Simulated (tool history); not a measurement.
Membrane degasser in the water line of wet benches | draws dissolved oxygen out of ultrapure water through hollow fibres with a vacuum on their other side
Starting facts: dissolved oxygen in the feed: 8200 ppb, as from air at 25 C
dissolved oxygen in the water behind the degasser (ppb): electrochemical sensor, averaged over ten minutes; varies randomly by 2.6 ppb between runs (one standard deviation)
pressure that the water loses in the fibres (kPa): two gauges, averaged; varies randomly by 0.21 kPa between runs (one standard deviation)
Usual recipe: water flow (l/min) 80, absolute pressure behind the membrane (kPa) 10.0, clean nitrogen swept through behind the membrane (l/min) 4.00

run    hour  water flow (l/min)  absolute pressure behind the membrane (kPa)  clean nitrogen swept through behind the membrane (l/min)  dissolved oxygen in the water behind the degasser (ppb)  pressure that the water loses in the fibres (kPa)
  1     0.0                  80                                         10.0                                                      4.00                                                    383.5                                              51.61
  2   152.3                  80                                         10.0                                                      4.00                                                    386.8                                              52.07
  3   325.2                  80                                         10.0                                                      4.00                                                    385.0                                              51.51
  4   496.1                  80                                         10.0                                                      4.00                                                    388.4                                              51.91
  5   648.2                  80                                         10.0                                                      2.13                                                    588.9                                              51.71
  6   815.7                  80                                         12.1                                                      2.13                                                    723.0                                              51.63
  7   900.1                  80                                         13.1                                                      4.00                                                    515.3                                              52.26
  8  1003.1                  80                                         13.1                                                      4.00                                                    510.7                                              52.28
  9  1133.8                  80                                         13.1                                                      4.00                                                    512.2                                              52.09
 10  1248.6                  80                                         13.1                                                      4.00                                                    515.3                                              52.07
     1260.6  -- vacuum gauge calibrated
 11  1347.3                  80                                         10.0                                                      4.00                                                    391.2                                              52.02
 12  1490.9                  80                                         10.0                                                      4.00                                                    387.5                                              52.19
 13  1671.9                  80                                         10.0                                                      4.00                                                    392.6                                              52.18
     1777.2  -- seals of the vacuum lines changed
 14  1798.2                  80                                         10.0                                                      1.97                                                    622.8                                              52.14
 15  1913.6                  53                                         10.0                                                      1.97                                                    395.4                                              34.95
 16  2021.9                  80                                         10.0                                                      4.00                                                    394.7                                              52.36
 17  2142.7                  80                                         10.0                                                      4.00                                                    397.4                                              52.87
     2246.7  -- vacuum gauge calibrated, once more
 18  2281.8                  63                                         10.0                                                      2.62                                                    380.3                                              41.36
 19  2393.3                  82                                          6.6                                                      6.23                                                    215.4                                              54.10
 20  2493.0                  82                                          6.6                                                      6.23                                                    214.8                                              53.99
 21  2581.3                  60                                         23.5                                                      6.00                                                    481.1                                              39.71
 22  2729.4                  60                                         23.5                                                      6.00                                                    485.9                                              39.49
 23  2810.4                  80                                         24.5                                                     10.40                                                    479.2                                              52.78
 24  2957.4                  80                                         24.8                                                     10.40                                                    480.7                                              52.67
 25  3100.2                  80                                         24.8                                                     10.40                                                    480.4                                              52.77
 26  3213.8                  57                                         24.8                                                      2.82                                                    908.7                                              37.79
 27  3288.8                  80                                         10.0                                                      4.63                                                    359.2                                              52.80
 28  3424.7                  55                                         19.4                                                      3.52                                                    562.3                                              36.26
 29  3530.3                  74                                          9.2                                                      2.53                                                    434.1                                              49.41
 30  3692.3                  74                                          9.2                                                      2.53                                                    438.3                                              49.04
 31  3768.2                  74                                         20.7                                                      4.96                                                    640.7                                              49.14
 32  3870.2                  80                                         10.1                                                      2.98                                                    484.2                                              52.77

Each row is a separate what-if for the run after 32, all from the same tool condition, not one after another. Results?
  A  3993.9                  65                                         21.1                                                      8.84                                                        ?                                                  ?
  B  3993.9                 111                                          9.5                                                     11.42                                                        ?                                                  ?
  C  3993.9                 107                                          6.6                                                      9.08                                                        ?                                                  ?
  D  3993.9                  80                                         10.1                                                      2.80                                                        ?                                                  ?

run  dissolved oxygen in the water behind the degasser (ppb)  pressure that the water loses in the fibres (kPa)
  A                                                    350.1                                              43.11
  B                                                    455.4                                              73.88
  C                                                    378.5                                              71.08
  D                                                    506.6                                              53.54
Stripped of hidden state, with their random variation kept, the same runs would have yielded:
run  dissolved oxygen in the water behind the degasser (ppb)  pressure that the water loses in the fibres (kPa)
  A                                                    339.1                                              41.46
  B                                                    416.0                                              71.08
  C                                                    341.1                                              68.39
  D                                                    485.9                                              51.50
